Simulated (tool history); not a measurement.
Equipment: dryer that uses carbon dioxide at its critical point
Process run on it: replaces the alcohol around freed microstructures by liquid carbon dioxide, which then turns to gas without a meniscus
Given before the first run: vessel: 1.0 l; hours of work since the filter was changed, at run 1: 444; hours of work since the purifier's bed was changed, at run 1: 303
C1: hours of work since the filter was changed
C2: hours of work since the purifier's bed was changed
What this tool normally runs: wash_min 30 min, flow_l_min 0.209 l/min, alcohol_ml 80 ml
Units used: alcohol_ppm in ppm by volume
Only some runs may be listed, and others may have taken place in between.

run 1 hour=0.0 | wash_min=30 flow_l_min=0.209 alcohol_ml=80 | C1=444 C2=303 | alcohol_ppm=1641
run 2 hour=7.9 | wash_min=21 flow_l_min=0.209 alcohol_ml=80 | C1=450 C2=309 | alcohol_ppm=5230
run 3 hour=17.7 | wash_min=21 flow_l_min=0.209 alcohol_ml=80 | C1=458 C2=316 | alcohol_ppm=5204
run 4 hour=25.7 | wash_min=21 flow_l_min=0.209 alcohol_ml=80 | C1=464 C2=322 | alcohol_ppm=5262
run 5 hour=29.9 | wash_min=21 flow_l_min=0.209 alcohol_ml=80 | C1=467 C2=325 | alcohol_ppm=5228
run 6 hour=39.2 | wash_min=21 flow_l_min=0.209 alcohol_ml=80 | C1=474 C2=332 | alcohol_ppm=5312
run 7 hour=44.7 | wash_min=20 flow_l_min=0.209 alcohol_ml=80 | C1=478 C2=337 | alcohol_ppm=6050
-- hour=46.9 inlet filter changed
run 8 hour=50.2 | wash_min=20 flow_l_min=0.209 alcohol_ml=80 | C1=3 C2=340 | alcohol_ppm=4182
run 9 hour=57.5 | wash_min=20 flow_l_min=0.209 alcohol_ml=80 | C1=8 C2=346 | alcohol_ppm=4083
run 10 hour=67.4 | wash_min=20 flow_l_min=0.209 alcohol_ml=80 | C1=16 C2=353 | alcohol_ppm=4068
run 11 hour=76.9 | wash_min=30 flow_l_min=0.209 alcohol_ml=79 | C1=23 C2=360 | alcohol_ppm=998
run 12 hour=86.5 | wash_min=30 flow_l_min=0.209 alcohol_ml=80 | C1=30 C2=368 | alcohol_ppm=1045
run 13 hour=95.3 | wash_min=30 flow_l_min=0.209 alcohol_ml=80 | C1=37 C2=374 | alcohol_ppm=1039
run 14 hour=100.9 | wash_min=30 flow_l_min=0.268 alcohol_ml=80 | C1=41 C2=379 | alcohol_ppm=374
run 15 hour=106.8 | wash_min=30 flow_l_min=0.268 alcohol_ml=80 | C1=46 C2=383 | alcohol_ppm=370
run 16 hour=115.8 | wash_min=30 flow_l_min=0.268 alcohol_ml=80 | C1=52 C2=390 | alcohol_ppm=377
run 17 hour=122.7 | wash_min=23 flow_l_min=0.126 alcohol_ml=80 | C1=58 C2=395 | alcohol_ppm=10487
run 18 hour=127.4 | wash_min=36 flow_l_min=0.172 alcohol_ml=100 | C1=61 C2=399 | alcohol_ppm=1392
run 19 hour=136.2 | wash_min=30 flow_l_min=0.160 alcohol_ml=80 | C1=68 C2=405 | alcohol_ppm=2772
run 20 hour=142.0 | wash_min=21 flow_l_min=0.261 alcohol_ml=27 | C1=72 C2=410 | alcohol_ppm=689
run 21 hour=147.5 | wash_min=21 flow_l_min=0.175 alcohol_ml=116 | C1=77 C2=414 | alcohol_ppm=8871
run 22 hour=156.8 | wash_min=21 flow_l_min=0.257 alcohol_ml=116 | C1=84 C2=421 | alcohol_ppm=2869
run 23 hour=161.2 | wash_min=30 flow_l_min=0.209 alcohol_ml=68 | C1=87 C2=425 | alcohol_ppm=970
run 24 hour=166.3 | wash_min=30 flow_l_min=0.209 alcohol_ml=68 | C1=91 C2=428 | alcohol_ppm=984
run 25 hour=175.1 | wash_min=24 flow_l_min=0.200 alcohol_ml=72 | C1=98 C2=435 | alcohol_ppm=2659
run 26 hour=180.2 | wash_min=46 flow_l_min=0.165 alcohol_ml=80 | C1=101 C2=439 | alcohol_ppm=522
run 27 hour=187.1 | wash_min=46 flow_l_min=0.165 alcohol_ml=80 | C1=107 C2=444 | alcohol_ppm=538
run 28 hour=191.8 | wash_min=30 flow_l_min=0.303 alcohol_ml=76 | C1=110 C2=448 | alcohol_ppm=244
run 29 hour=196.3 | wash_min=30 flow_l_min=0.303 alcohol_ml=76 | C1=114 C2=451 | alcohol_ppm=250
run 30 hour=201.2 | wash_min=30 flow_l_min=0.303 alcohol_ml=76 | C1=117 C2=455 | alcohol_ppm=242
run 31 hour=206.0 | wash_min=44 flow_l_min=0.315 alcohol_ml=80 | C1=121 C2=459 | alcohol_ppm=123

Branching from run 31: 4 alternative next runs. What would each branch give?
run A hour=212.1 | wash_min=34 flow_l_min=0.295 alcohol_ml=80 | C1=126 C2=463 | alcohol_ppm=?
run B hour=212.1 | wash_min=27 flow_l_min=0.315 alcohol_ml=80 | C1=126 C2=463 | alcohol_ppm=?
run C hour=212.1 | wash_min=38 flow_l_min=0.192 alcohol_ml=79 | C1=126 C2=463 | alcohol_ppm=?
run D hour=212.1 | wash_min=28 flow_l_min=0.246 alcohol_ml=24 | C1=126 C2=463 | alcohol_ppm=?

run=A alcohol_ppm=202
run=B alcohol_ppm=331
run=C alcohol_ppm=626
run=D alcohol_ppm=319
Had the tool no hidden state, the same runs would have come out as:
run=A alcohol_ppm=68
run=B alcohol_ppm=176
run=C alcohol_ppm=429
run=D alcohol_ppm=172
